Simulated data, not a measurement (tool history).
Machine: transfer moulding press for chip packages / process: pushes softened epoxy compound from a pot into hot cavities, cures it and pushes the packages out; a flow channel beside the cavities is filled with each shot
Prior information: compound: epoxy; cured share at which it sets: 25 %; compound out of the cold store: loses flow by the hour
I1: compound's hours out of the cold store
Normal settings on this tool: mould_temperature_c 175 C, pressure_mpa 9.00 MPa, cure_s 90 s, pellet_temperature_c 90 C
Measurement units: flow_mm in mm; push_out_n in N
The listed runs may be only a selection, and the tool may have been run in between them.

run 1 day=0.000 | mould_temperature_c=175 pressure_mpa=9.00 cure_s=90 pellet_temperature_c=90 | I1=46.5 | flow_mm=664 push_out_n=715
-- day=0.317 cavities cleaned with cleaning compound and waxed
run 2 day=0.467 | mould_temperature_c=175 pressure_mpa=9.00 cure_s=90 pellet_temperature_c=90 | I1=47.1 | flow_mm=661 push_out_n=411
run 3 day=0.688 | mould_temperature_c=175 pressure_mpa=9.00 cure_s=90 pellet_temperature_c=90 | I1=16.7 | flow_mm=730 push_out_n=446
run 4 day=0.996 | mould_temperature_c=175 pressure_mpa=9.00 cure_s=90 pellet_temperature_c=90 | I1=47.2 | flow_mm=660 push_out_n=486
run 5 day=1.450 | mould_temperature_c=175 pressure_mpa=9.00 cure_s=90 pellet_temperature_c=99 | I1=31.2 | flow_mm=691 push_out_n=528
run 6 day=1.738 | mould_temperature_c=175 pressure_mpa=9.00 cure_s=90 pellet_temperature_c=99 | I1=8.3 | flow_mm=741 push_out_n=582
run 7 day=2.146 | mould_temperature_c=175 pressure_mpa=9.00 cure_s=90 pellet_temperature_c=98 | I1=45.3 | flow_mm=662 push_out_n=583
run 8 day=2.392 | mould_temperature_c=175 pressure_mpa=9.00 cure_s=90 pellet_temperature_c=96 | I1=17.4 | flow_mm=725 push_out_n=610
run 9 day=2.646 | mould_temperature_c=175 pressure_mpa=9.00 cure_s=90 pellet_temperature_c=96 | I1=38.8 | flow_mm=679 push_out_n=638
run 10 day=3.012 | mould_temperature_c=175 pressure_mpa=9.00 cure_s=90 pellet_temperature_c=96 | I1=46.7 | flow_mm=657 push_out_n=657
run 11 day=3.388 | mould_temperature_c=175 pressure_mpa=9.00 cure_s=90 pellet_temperature_c=95 | I1=19.5 | flow_mm=718 push_out_n=723
run 12 day=3.592 | mould_temperature_c=175 pressure_mpa=9.00 cure_s=73 pellet_temperature_c=95 | I1=15.4 | flow_mm=731 push_out_n=1126
run 13 day=3.858 | mould_temperature_c=175 pressure_mpa=7.72 cure_s=73 pellet_temperature_c=95 | I1=23.5 | flow_mm=658 push_out_n=1149
run 14 day=4.133 | mould_temperature_c=175 pressure_mpa=7.72 cure_s=73 pellet_temperature_c=95 | I1=30.1 | flow_mm=643 push_out_n=1100
-- day=4.358 cavities cleaned with cleaning compound and waxed
run 15 day=4.600 | mould_temperature_c=175 pressure_mpa=9.00 cure_s=102 pellet_temperature_c=96 | I1=8.0 | flow_mm=743 push_out_n=369
run 16 day=4.971 | mould_temperature_c=183 pressure_mpa=9.00 cure_s=102 pellet_temperature_c=96 | I1=17.7 | flow_mm=696 push_out_n=358
run 17 day=5.221 | mould_temperature_c=179 pressure_mpa=10.06 cure_s=80 pellet_temperature_c=87 | I1=17.5 | flow_mm=751 push_out_n=502
run 18 day=5.638 | mould_temperature_c=179 pressure_mpa=10.06 cure_s=72 pellet_temperature_c=87 | I1=13.6 | flow_mm=760 push_out_n=726
run 19 day=5.950 | mould_temperature_c=168 pressure_mpa=7.82 cure_s=81 pellet_temperature_c=84 | I1=14.5 | flow_mm=704 push_out_n=1285
run 20 day=6.242 | mould_temperature_c=168 pressure_mpa=9.00 cure_s=94 pellet_temperature_c=90 | I1=31.3 | flow_mm=714 push_out_n=891
run 21 day=6.575 | mould_temperature_c=167 pressure_mpa=9.43 cure_s=117 pellet_temperature_c=81 | I1=36.2 | flow_mm=725 push_out_n=647
run 22 day=6.979 | mould_temperature_c=167 pressure_mpa=9.43 cure_s=124 pellet_temperature_c=81 | I1=44.9 | flow_mm=705 push_out_n=635
run 23 day=7.267 | mould_temperature_c=167 pressure_mpa=9.43 cure_s=124 pellet_temperature_c=81 | I1=38.5 | flow_mm=717 push_out_n=660
run 24 day=7.575 | mould_temperature_c=167 pressure_mpa=9.43 cure_s=124 pellet_temperature_c=81 | I1=17.8 | flow_mm=773 push_out_n=666
-- day=7.933 plunger's sealing rings changed
run 25 day=8.088 | mould_temperature_c=175 pressure_mpa=7.87 cure_s=125 pellet_temperature_c=95 | I1=41.8 | flow_mm=642 push_out_n=545
run 26 day=8.346 | mould_temperature_c=174 pressure_mpa=7.29 cure_s=70 pellet_temperature_c=99 | I1=36.9 | flow_mm=630 push_out_n=1350
-- day=8.504 cavities cleaned with cleaning compound and waxed
run 27 day=8.667 | mould_temperature_c=175 pressure_mpa=9.30 cure_s=73 pellet_temperature_c=90 | I1=35.4 | flow_mm=717 push_out_n=653
run 28 day=9.079 | mould_temperature_c=175 pressure_mpa=10.00 cure_s=70 pellet_temperature_c=90 | I1=35.0 | flow_mm=743 push_out_n=849

5 ways to go on from here, each from the tool as it stands after run 28. What would each give?
run A day=9.308 | mould_temperature_c=175 pressure_mpa=10.00 cure_s=122 pellet_temperature_c=90 | I1=36.4 | flow_mm=? push_out_n=?
run B day=9.308 | mould_temperature_c=169 pressure_mpa=6.95 cure_s=70 pellet_temperature_c=90 | I1=22.7 | flow_mm=? push_out_n=?
run C day=9.308 | mould_temperature_c=175 pressure_mpa=8.60 cure_s=90 pellet_temperature_c=90 | I1=22.9 | flow_mm=? push_out_n=?
run D day=9.308 | mould_temperature_c=175 pressure_mpa=7.48 cure_s=115 pellet_temperature_c=93 | I1=47.6 | flow_mm=? push_out_n=?
run E day=9.308 | mould_temperature_c=179 pressure_mpa=9.30 cure_s=90 pellet_temperature_c=90 | I1=13.6 | flow_mm=? push_out_n=?

run=A flow_mm=738 push_out_n=396
run=B flow_mm=664 push_out_n=1306
run=C flow_mm=714 push_out_n=501
run=D flow_mm=613 push_out_n=400
run=E flow_mm=754 push_out_n=429
Had the tool no hidden state, the same runs would have come out as:
run=A flow_mm=739 push_out_n=300
run=B flow_mm=665 push_out_n=973
run=C flow_mm=715 push_out_n=373
run=D flow_mm=613 push_out_n=303
run=E flow_mm=755 push_out_n=321

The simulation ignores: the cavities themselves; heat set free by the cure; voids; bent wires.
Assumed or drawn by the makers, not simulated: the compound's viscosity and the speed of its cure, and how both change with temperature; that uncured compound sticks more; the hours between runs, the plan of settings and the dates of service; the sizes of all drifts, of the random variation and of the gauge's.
